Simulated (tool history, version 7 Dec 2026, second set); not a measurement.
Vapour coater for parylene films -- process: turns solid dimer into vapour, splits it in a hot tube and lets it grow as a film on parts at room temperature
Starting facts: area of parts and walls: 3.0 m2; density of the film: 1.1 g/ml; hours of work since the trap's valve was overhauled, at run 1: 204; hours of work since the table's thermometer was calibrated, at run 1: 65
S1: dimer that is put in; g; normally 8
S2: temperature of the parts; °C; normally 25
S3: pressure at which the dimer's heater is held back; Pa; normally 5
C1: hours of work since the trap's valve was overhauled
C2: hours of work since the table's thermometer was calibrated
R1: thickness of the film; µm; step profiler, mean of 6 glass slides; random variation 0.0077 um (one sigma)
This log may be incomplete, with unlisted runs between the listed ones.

| run | day | S1 | S2 | S3 | C1 | C2 | R1 |
|---|---|---|---|---|---|---|---|
| 1 | 0 | 8 | 25 | 5 | 204 | 65 | 1.152 |
| 2 | 0.5 | 8 | 25 | 6.51 | 209 | 70 | 1.146 |
| 3 | 0.929 | 8 | 25 | 5.83 | 213 | 74 | 1.15 |
| 4 | 1.262 | 8 | 25 | 5.83 | 216 | 77 | 1.142 |
| 5 | 1.879 | 8 | 25 | 5.83 | 222 | 83 | 1.145 |
| 6 | 2.283 | 8 | 25 | 12 | 226 | 87 | 1.092 |
| 7 | 2.608 | 5 | 25 | 12 | 229 | 90 | 0.688 |
| 8 | 3.067 | 8 | 25 | 5 | 233 | 94 | 1.158 |
| 9 | 3.683 | 8 | 25 | 5 | 239 | 100 | 1.165 |
| 10 | 4.246 | 8 | 22 | 5 | 245 | 106 | 1.222 |
| 11 | 4.771 | 8 | 22 | 5 | 250 | 111 | 1.236 |
| 12 | 5.367 | 8 | 22 | 5 | 256 | 116 | 1.225 |
| 13 | 5.775 | 8 | 22 | 5 | 260 | 120 | 1.243 |
| 14 | 6.204 | 8 | 22 | 5 | 264 | 124 | 1.223 |
| 15 | 6.488 | 8 | 25 | 5 | 266 | 127 | 1.143 |
| 16 | 7.038 | 8 | 25 | 5 | 272 | 133 | 1.164 |
| 17 | 7.588 | 8 | 25 | 5 | 277 | 138 | 1.16 |
| 18 | 8.125 | 8 | 25 | 5 | 282 | 143 | 1.152 |
| 19 | 8.442 | 8 | 25 | 5 | 285 | 146 | 1.145 |
| 20 | 8.962 | 7 | 25 | 10.76 | 290 | 151 | 0.953 |
| 21 | 9.562 | 7 | 25 | 10.76 | 296 | 157 | 0.944 |
| 22 | 9.979 | 13 | 20 | 3.61 | 300 | 161 | 2.141 |
| 23 | 10.433 | 13 | 20 | 3.61 | 304 | 165 | 2.159 |
| 24 | 11.042 | 13 | 20 | 3.61 | 310 | 171 | 2.136 |
| 25 | 11.654 | 13 | 20 | 3.61 | 316 | 177 | 2.139 |
| 26 | 12.154 | 6 | 28 | 3.9 | 321 | 182 | 0.812 |
| 27 | 12.625 | 4 | 29 | 2.57 | 326 | 186 | 0.562 |
| 28 | 13.079 | 14 | 21 | 3.77 | 330 | 191 | 2.244 |
| 29 | 13.367 | 6 | 29 | 6.65 | 333 | 193 | 0.766 |
| 30 | 13.758 | 6 | 29 | 6.65 | 336 | 197 | 0.767 |
| 31 | 14.2 | 6 | 29 | 6.65 | 341 | 201 | 0.771 |
| 32 | 14.458 | 12 | 29 | 3.21 | 343 | 204 | 1.604 |
| 33 | 15.004 | 3 | 36 | 8.95 | 348 | 209 | 0.309 |

What if the next run were any one of these 5? Each begins from the tool's condition after run 33:
| A | 15.312 | 3 | 21 | 8.95 | 351 | 212 | ? |
| B | 15.312 | 3 | 21 | 8.95 | 351 | 212 | ? |
| C | 15.312 | 6 | 18 | 6.84 | 351 | 212 | ? |
| D | 15.312 | 8 | 25 | 11.03 | 351 | 212 | ? |
| E | 15.312 | 6 | 36 | 3.15 | 351 | 212 | ? |

| run | R1 |
|---|---|
| A | 0.441 |
| B | 0.442 |
| C | 0.994 |
| D | 1.077 |
| E | 0.685 |
Without the tool's unlogged condition, the same runs would have read:
| run | R1 |
|---|---|
| A | 0.469 |
| B | 0.47 |
| C | 1.055 |
| D | 1.143 |
| E | 0.728 |
